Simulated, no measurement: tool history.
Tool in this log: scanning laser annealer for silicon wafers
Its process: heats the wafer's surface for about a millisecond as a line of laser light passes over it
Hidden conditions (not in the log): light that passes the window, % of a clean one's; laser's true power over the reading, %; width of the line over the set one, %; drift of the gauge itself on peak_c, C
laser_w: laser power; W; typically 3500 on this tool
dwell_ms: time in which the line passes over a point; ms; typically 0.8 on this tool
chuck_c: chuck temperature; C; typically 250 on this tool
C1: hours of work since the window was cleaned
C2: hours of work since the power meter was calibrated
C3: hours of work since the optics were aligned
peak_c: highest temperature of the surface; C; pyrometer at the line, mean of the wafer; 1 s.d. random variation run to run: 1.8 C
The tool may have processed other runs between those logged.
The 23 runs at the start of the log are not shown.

run 24 hour=1426 | laser_w=3500 dwell_ms=0.76 chuck_c=276 | C1=231 C2=1153 C3=169 | peak_c=988
run 25 hour=1459.4 | laser_w=3135 dwell_ms=0.75 chuck_c=250 | C1=247 C2=1169 C3=184 | peak_c=878
run 26 hour=1500.3 | laser_w=3697 dwell_ms=0.838 chuck_c=241 | C1=266 C2=1188 C3=203 | peak_c=1030
run 27 hour=1546.1 | laser_w=3445 dwell_ms=0.8 chuck_c=285 | C1=287 C2=1209 C3=224 | peak_c=999
run 28 hour=1596.5 | laser_w=3842 dwell_ms=0.77 chuck_c=269 | C1=310 C2=1232 C3=247 | peak_c=1057
run 29 hour=1644.3 | laser_w=3703 dwell_ms=0.971 chuck_c=277 | C1=332 C2=1254 C3=269 | peak_c=1119
run 30 hour=1704.8 | laser_w=3778 dwell_ms=0.972 chuck_c=239 | C1=360 C2=1282 C3=297 | peak_c=1093
run 31 hour=1764.5 | laser_w=3778 dwell_ms=0.972 chuck_c=239 | C1=388 C2=1309 C3=325 | peak_c=1092
run 32 hour=1808.6 | laser_w=3778 dwell_ms=0.894 chuck_c=248 | C1=408 C2=1330 C3=345 | peak_c=1068
run 33 hour=1872.3 | laser_w=3349 dwell_ms=0.894 chuck_c=248 | C1=437 C2=1359 C3=374 | peak_c=963
run 34 hour=1921.5 | laser_w=3349 dwell_ms=0.894 chuck_c=248 | C1=460 C2=1382 C3=397 | peak_c=959
run 35 hour=1975.2 | laser_w=3013 dwell_ms=0.939 chuck_c=248 | C1=485 C2=1407 C3=422 | peak_c=895
run 36 hour=2030.8 | laser_w=3553 dwell_ms=0.728 chuck_c=273 | C1=510 C2=1432 C3=447 | peak_c=957
run 37 hour=2094.1 | laser_w=3586 dwell_ms=0.616 chuck_c=258 | C1=540 C2=1461 C3=477 | peak_c=894
run 38 hour=2168.2 | laser_w=3818 dwell_ms=0.892 chuck_c=288 | C1=574 C2=1495 C3=511 | peak_c=1099
run 39 hour=2231.6 | laser_w=3818 dwell_ms=0.892 chuck_c=288 | C1=603 C2=1525 C3=540 | peak_c=1095
run 40 hour=2270.3 | laser_w=3818 dwell_ms=0.892 chuck_c=288 | C1=621 C2=1543 C3=558 | peak_c=1096
run 41 hour=2321.9 | laser_w=3409 dwell_ms=0.8 chuck_c=264 | C1=645 C2=1566 C3=582 | peak_c=938

4 options for the next run, each taken on its own from the tool as it stands now. Forecast them:
run A hour=2353.4 | laser_w=3825 dwell_ms=0.8 chuck_c=273 | C1=659 C2=1581 C3=596 | peak_c=?
run B hour=2353.4 | laser_w=3412 dwell_ms=0.8 chuck_c=255 | C1=659 C2=1581 C3=596 | peak_c=?
run C hour=2353.4 | laser_w=3271 dwell_ms=0.8 chuck_c=255 | C1=659 C2=1581 C3=596 | peak_c=?
run D hour=2353.4 | laser_w=3748 dwell_ms=0.915 chuck_c=251 | C1=659 C2=1581 C3=596 | peak_c=?

run=A peak_c=1040
run=B peak_c=930
run=C peak_c=897
run=D peak_c=1047
What these runs would have given with no unlogged condition in the tool:
run=A peak_c=1113
run=B peak_c=995
run=C peak_c=959
run=D peak_c=1124
